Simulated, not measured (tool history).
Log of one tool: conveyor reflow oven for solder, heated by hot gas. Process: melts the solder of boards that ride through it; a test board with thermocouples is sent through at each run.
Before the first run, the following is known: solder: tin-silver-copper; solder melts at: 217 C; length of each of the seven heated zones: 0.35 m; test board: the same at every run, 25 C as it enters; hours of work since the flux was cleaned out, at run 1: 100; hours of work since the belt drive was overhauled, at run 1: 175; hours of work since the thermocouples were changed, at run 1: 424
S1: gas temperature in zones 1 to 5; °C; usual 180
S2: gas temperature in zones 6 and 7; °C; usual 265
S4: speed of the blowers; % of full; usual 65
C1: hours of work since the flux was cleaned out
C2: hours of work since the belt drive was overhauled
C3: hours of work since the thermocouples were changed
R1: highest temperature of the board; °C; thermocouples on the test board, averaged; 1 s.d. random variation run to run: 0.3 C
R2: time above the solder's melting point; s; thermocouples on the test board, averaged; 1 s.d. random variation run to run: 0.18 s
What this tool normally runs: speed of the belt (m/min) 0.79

run 1 hour=0 | S1=180 S2=265 speed_of_the_belt_(m/min)=0.79 S4=65 | C1=100 C2=175 C3=424 | R1=245.6 R2=37.3
run 2 hour=65.4 | S1=180 S2=265 speed_of_the_belt_(m/min)=0.79 S4=65 | C1=142 C2=217 C3=466 | R1=246.1 R2=37.5
run 3 hour=131.3 | S1=180 S2=265 speed_of_the_belt_(m/min)=0.79 S4=65 | C1=184 C2=260 C3=509 | R1=245.8 R2=37
run 4 hour=178.5 | S1=180 S2=265 speed_of_the_belt_(m/min)=0.79 S4=65 | C1=215 C2=290 C3=539 | R1=245.5 R2=37.1
-- hour=216.8 flux residue cleaned out of gas plates and filters
run 5 hour=260 | S1=180 S2=265 speed_of_the_belt_(m/min)=0.79 S4=65 | C1=28 C2=339 C3=588 | R1=246.6 R2=38.3
run 6 hour=311.8 | S1=180 S2=265 speed_of_the_belt_(m/min)=0.79 S4=65 | C1=61 C2=372 C3=621 | R1=246.4 R2=37.6
run 7 hour=388.8 | S1=180 S2=265 speed_of_the_belt_(m/min)=0.79 S4=65 | C1=110 C2=422 C3=671 | R1=246.2 R2=37.4
run 8 hour=431.7 | S1=188 S2=265 speed_of_the_belt_(m/min)=0.79 S4=65 | C1=138 C2=449 C3=698 | R1=247.5 R2=41.3
run 9 hour=469.3 | S1=188 S2=265 speed_of_the_belt_(m/min)=0.79 S4=65 | C1=162 C2=473 C3=722 | R1=247.7 R2=40.7
run 10 hour=533 | S1=188 S2=265 speed_of_the_belt_(m/min)=0.79 S4=65 | C1=203 C2=514 C3=763 | R1=246.8 R2=40.1
-- hour=543.6 belt drive overhauled, speed set with a stopwatch
-- hour=595.6 flux residue cleaned out of gas plates and filters
run 11 hour=610.6 | S1=188 S2=265 speed_of_the_belt_(m/min)=0.79 S4=65 | C1=10 C2=40 C3=807 | R1=247.8 R2=42
run 12 hour=653.2 | S1=188 S2=257 speed_of_the_belt_(m/min)=0.79 S4=65 | C1=37 C2=67 C3=834 | R1=241.3 R2=37.6
run 13 hour=695.5 | S1=180 S2=265 speed_of_the_belt_(m/min)=0.79 S4=65 | C1=64 C2=94 C3=862 | R1=246.2 R2=38.1
run 14 hour=745.4 | S1=180 S2=273 speed_of_the_belt_(m/min)=0.79 S4=65 | C1=96 C2=126 C3=894 | R1=252.5 R2=41.4
run 15 hour=794 | S1=185 S2=273 speed_of_the_belt_(m/min)=0.79 S4=65 | C1=127 C2=157 C3=925 | R1=253.5 R2=43.3
run 16 hour=830.8 | S1=180 S2=266 speed_of_the_belt_(m/min)=0.79 S4=69 | C1=151 C2=181 C3=948 | R1=247.5 R2=38.9
-- hour=844.9 belt drive overhauled, speed set with a stopwatch, once more
run 17 hour=876.1 | S1=180 S2=266 speed_of_the_belt_(m/min)=0.79 S4=69 | C1=177 C2=20 C3=975 | R1=246.8 R2=37.5
run 18 hour=952.2 | S1=170 S2=278 speed_of_the_belt_(m/min)=0.791 S4=65 | C1=226 C2=69 C3=1024 | R1=253.4 R2=38.2
-- hour=972.7 flux residue cleaned out of gas plates and filters
run 19 hour=1013.8 | S1=193 S2=265 speed_of_the_belt_(m/min)=0.79 S4=65 | C1=26 C2=105 C3=1060 | R1=248.3 R2=43.1
run 20 hour=1071.7 | S1=193 S2=265 speed_of_the_belt_(m/min)=0.79 S4=65 | C1=64 C2=142 C3=1097 | R1=248.4 R2=42.8
run 21 hour=1109.5 | S1=193 S2=265 speed_of_the_belt_(m/min)=0.79 S4=65 | C1=88 C2=167 C3=1121 | R1=247.9 R2=42.2
run 22 hour=1146.6 | S1=175 S2=265 speed_of_the_belt_(m/min)=0.774 S4=65 | C1=112 C2=190 C3=1145 | R1=245.2 R2=36
run 23 hour=1215.7 | S1=175 S2=264 speed_of_the_belt_(m/min)=0.774 S4=65 | C1=156 C2=235 C3=1190 | R1=243.2 R2=34.8
run 24 hour=1295.6 | S1=189 S2=255 speed_of_the_belt_(m/min)=0.646 S4=65 | C1=207 C2=286 C3=1241 | R1=243.2 R2=48.9
run 25 hour=1330.7 | S1=189 S2=255 speed_of_the_belt_(m/min)=0.646 S4=65 | C1=230 C2=308 C3=1263 | R1=243.1 R2=49
-- hour=1345.2 flux residue cleaned out of gas plates and filters
-- hour=1397.2 thermocouples of zones 6 and 7 changed
run 26 hour=1412.7 | S1=167 S2=278 speed_of_the_belt_(m/min)=0.894 S4=65 | C1=42 C2=357 C3=10 | R1=250.3 R2=31.6
run 27 hour=1472.5 | S1=180 S2=254 speed_of_the_belt_(m/min)=0.79 S4=65 | C1=80 C2=395 C3=48 | R1=237.4 R2=31.5
run 28 hour=1525.4 | S1=169 S2=273 speed_of_the_belt_(m/min)=0.69 S4=60 | C1=114 C2=429 C3=82 | R1=255 R2=45.7
run 29 hour=1583.9 | S1=180 S2=265 speed_of_the_belt_(m/min)=0.868 S4=65 | C1=152 C2=466 C3=120 | R1=242.9 R2=31.6

Below are 5 alternative next runs, each starting from the tool's condition after run 29. Predict each:
run A hour=1662.9 | S1=181 S2=256 speed_of_the_belt_(m/min)=0.86 S4=65 | C1=203 C2=517 C3=170 | R1=? R2=?
run B hour=1662.9 | S1=173 S2=265 speed_of_the_belt_(m/min)=0.868 S4=65 | C1=203 C2=517 C3=170 | R1=? R2=?
run C hour=1662.9 | S1=180 S2=280 speed_of_the_belt_(m/min)=0.778 S4=59 | C1=203 C2=517 C3=170 | R1=? R2=?
run D hour=1662.9 | S1=190 S2=262 speed_of_the_belt_(m/min)=0.79 S4=70 | C1=203 C2=517 C3=170 | R1=? R2=?
run E hour=1662.9 | S1=189 S2=265 speed_of_the_belt_(m/min)=0.77 S4=65 | C1=203 C2=517 C3=170 | R1=? R2=?

run=A R1=236.2 R2=27.3
run=B R1=240.8 R2=28.4
run=C R1=258 R2=44
run=D R1=246.7 R2=41.3
run=E R1=248.3 R2=43.5
Had the tool no hidden state, the same runs would have come out as:
run=A R1=237.5 R2=28.4
run=B R1=242.3 R2=29.4
run=C R1=259.3 R2=44.3
run=D R1=247.9 R2=41.9
run=E R1=249.5 R2=44

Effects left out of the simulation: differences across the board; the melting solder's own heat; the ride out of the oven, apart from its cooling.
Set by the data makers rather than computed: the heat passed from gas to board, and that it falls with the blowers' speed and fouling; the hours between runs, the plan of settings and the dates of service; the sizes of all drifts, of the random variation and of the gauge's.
